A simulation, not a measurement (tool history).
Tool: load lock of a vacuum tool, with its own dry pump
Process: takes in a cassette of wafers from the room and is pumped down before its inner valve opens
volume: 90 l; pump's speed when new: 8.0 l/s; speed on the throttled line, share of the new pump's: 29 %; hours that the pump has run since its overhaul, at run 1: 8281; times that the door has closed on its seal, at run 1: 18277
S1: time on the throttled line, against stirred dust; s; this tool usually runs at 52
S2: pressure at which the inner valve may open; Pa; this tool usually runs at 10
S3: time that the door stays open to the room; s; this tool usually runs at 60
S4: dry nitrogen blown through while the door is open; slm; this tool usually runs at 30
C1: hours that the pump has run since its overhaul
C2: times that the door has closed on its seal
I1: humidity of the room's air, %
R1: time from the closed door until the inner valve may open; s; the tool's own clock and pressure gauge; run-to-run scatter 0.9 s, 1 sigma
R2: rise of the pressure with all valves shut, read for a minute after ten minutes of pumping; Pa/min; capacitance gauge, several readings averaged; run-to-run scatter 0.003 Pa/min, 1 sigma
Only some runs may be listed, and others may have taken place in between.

{"run": 1, "hour": 0.0, "S1": 52, "S2": 10, "S3": 60, "S4": 30, "C1": 8281, "C2": 18277, "I1": 46, "R1": 165.3, "R2": 0.251}
{"run": 2, "hour": 466.3, "S1": 52, "S2": 18, "S3": 60, "S4": 30, "C1": 8747, "C2": 19458, "I1": 42.2, "R1": 159.4, "R2": 0.26}
{"run": 3, "hour": 846.2, "S1": 52, "S2": 18, "S3": 60, "S4": 30, "C1": 9127, "C2": 20420, "I1": 44.2, "R1": 161.5, "R2": 0.283}
{"run": 4, "hour": 1436.5, "S1": 52, "S2": 18, "S3": 60, "S4": 30, "C1": 9717, "C2": 21915, "I1": 45.4, "R1": 163.4, "R2": 0.303}
{"hour": 1589.2, "done": "dry pump taken out, an overhauled one fitted"}
{"run": 5, "hour": 1811.8, "S1": 52, "S2": 18, "S3": 60, "S4": 30, "C1": 223, "C2": 22850, "I1": 43.7, "R1": 134.3, "R2": 0.315}
{"run": 6, "hour": 2338.3, "S1": 52, "S2": 10, "S3": 60, "S4": 15, "C1": 749, "C2": 24184, "I1": 44.4, "R1": 141.9, "R2": 0.365}
{"run": 7, "hour": 2831.7, "S1": 79, "S2": 10, "S3": 60, "S4": 30, "C1": 1243, "C2": 25433, "I1": 45.1, "R1": 161.5, "R2": 0.377}
{"hour": 3044.8, "done": "door's seal changed, seat wiped"}
{"run": 8, "hour": 3259.9, "S1": 79, "S2": 10, "S3": 60, "S4": 30, "C1": 1669, "C2": 545, "I1": 49.9, "R1": 162.3, "R2": 0.017}
{"run": 9, "hour": 3547.2, "S1": 52, "S2": 10, "S3": 222, "S4": 30, "C1": 1956, "C2": 1272, "I1": 45.7, "R1": 144.7, "R2": 0.027}
{"run": 10, "hour": 3932.3, "S1": 52, "S2": 10, "S3": 60, "S4": 30, "C1": 2342, "C2": 2248, "I1": 43.4, "R1": 147.7, "R2": 0.023}
{"run": 11, "hour": 4385.6, "S1": 52, "S2": 10, "S3": 60, "S4": 30, "C1": 2795, "C2": 3395, "I1": 44.8, "R1": 147.3, "R2": 0.029}
{"run": 12, "hour": 4957.4, "S1": 52, "S2": 10, "S3": 60, "S4": 30, "C1": 3367, "C2": 4844, "I1": 44.9, "R1": 148.5, "R2": 0.045}
{"run": 13, "hour": 5414.8, "S1": 52, "S2": 10, "S3": 60, "S4": 43, "C1": 3824, "C2": 6002, "I1": 46.7, "R1": 149.4, "R2": 0.05}
{"run": 14, "hour": 5700.6, "S1": 52, "S2": 10, "S3": 60, "S4": 30, "C1": 4110, "C2": 6725, "I1": 42.5, "R1": 152.3, "R2": 0.057}
{"run": 15, "hour": 6244.4, "S1": 52, "S2": 10, "S3": 60, "S4": 30, "C1": 4654, "C2": 8103, "I1": 44.1, "R1": 152.7, "R2": 0.067}
{"run": 16, "hour": 6685.8, "S1": 52, "S2": 10, "S3": 60, "S4": 30, "C1": 5095, "C2": 9220, "I1": 45.6, "R1": 154.7, "R2": 0.082}
{"run": 17, "hour": 7169.2, "S1": 52, "S2": 10, "S3": 60, "S4": 30, "C1": 5579, "C2": 10445, "I1": 43.1, "R1": 156.5, "R2": 0.099}
{"run": 18, "hour": 7434.2, "S1": 28, "S2": 10, "S3": 60, "S4": 5, "C1": 5844, "C2": 11116, "I1": 44, "R1": 139.6, "R2": 0.13}
{"run": 19, "hour": 8027.8, "S1": 52, "S2": 10, "S3": 83, "S4": 30, "C1": 6437, "C2": 12619, "I1": 43.8, "R1": 157.9, "R2": 0.128}
{"run": 20, "hour": 8298.3, "S1": 52, "S2": 10, "S3": 83, "S4": 30, "C1": 6708, "C2": 13304, "I1": 44.4, "R1": 159.2, "R2": 0.138}
{"run": 21, "hour": 8673.6, "S1": 72, "S2": 8, "S3": 93, "S4": 16, "C1": 7083, "C2": 14254, "I1": 49.1, "R1": 176.2, "R2": 0.161}
{"run": 22, "hour": 8975.4, "S1": 72, "S2": 8, "S3": 93, "S4": 16, "C1": 7385, "C2": 15019, "I1": 45.3, "R1": 177.4, "R2": 0.165}
{"run": 23, "hour": 9369.9, "S1": 27, "S2": 13, "S3": 103, "S4": 10, "C1": 7779, "C2": 16018, "I1": 42.5, "R1": 142.4, "R2": 0.19}
{"run": 24, "hour": 9681.1, "S1": 49, "S2": 10, "S3": 208, "S4": 30, "C1": 8090, "C2": 16806, "I1": 46, "R1": 161, "R2": 0.193}
{"run": 25, "hour": 10304.8, "S1": 95, "S2": 7, "S3": 65, "S4": 20, "C1": 8714, "C2": 18385, "I1": 44.6, "R1": 199.5, "R2": 0.222}
{"run": 26, "hour": 10776.1, "S1": 102, "S2": 8, "S3": 60, "S4": 30, "C1": 9185, "C2": 19579, "I1": 44.5, "R1": 202.8, "R2": 0.241}
{"run": 27, "hour": 11167.8, "S1": 52, "S2": 10, "S3": 60, "S4": 30, "C1": 9577, "C2": 20571, "I1": 44.7, "R1": 171.6, "R2": 0.26}
{"hour": 11481.0, "done": "dry pump taken out, an overhauled one fitted"}
{"run": 28, "hour": 11551.7, "S1": 52, "S2": 10, "S3": 59, "S4": 30, "C1": 71, "C2": 21528, "I1": 44, "R1": 141.3, "R2": 0.28}
{"run": 29, "hour": 11988.1, "S1": 52, "S2": 7, "S3": 59, "S4": 30, "C1": 507, "C2": 22633, "I1": 48.3, "R1": 146.9, "R2": 0.286}
{"run": 30, "hour": 12538.8, "S1": 87, "S2": 11, "S3": 41, "S4": 42, "C1": 1058, "C2": 24027, "I1": 45.3, "R1": 166.3, "R2": 0.319}

Below are 3 alternative next runs, each starting from the tool's condition after run 30. Predict each:
{"run": "A", "hour": 12821.5, "S1": 52, "S2": 10, "S3": 85, "S4": 30, "C1": 1340, "C2": 24743, "I1": 44.1, "R1": "?", "R2": "?"}
{"run": "B", "hour": 12821.5, "S1": 52, "S2": 12, "S3": 60, "S4": 30, "C1": 1340, "C2": 24743, "I1": 42.9, "R1": "?", "R2": "?"}
{"run": "C", "hour": 12821.5, "S1": 34, "S2": 9, "S3": 132, "S4": 30, "C1": 1340, "C2": 24743, "I1": 45, "R1": "?", "R2": "?"}

run=A R1=144.5 R2=0.331
run=B R1=142.1 R2=0.336
run=C R1=132.2 R2=0.347
The same runs, with their run-to-run variation unchanged, on a tool lacking any hidden condition would have given:
run=A R1=141.1 R2=0.01
run=B R1=139 R2=0.011
run=C R1=128.8 R2=0.021
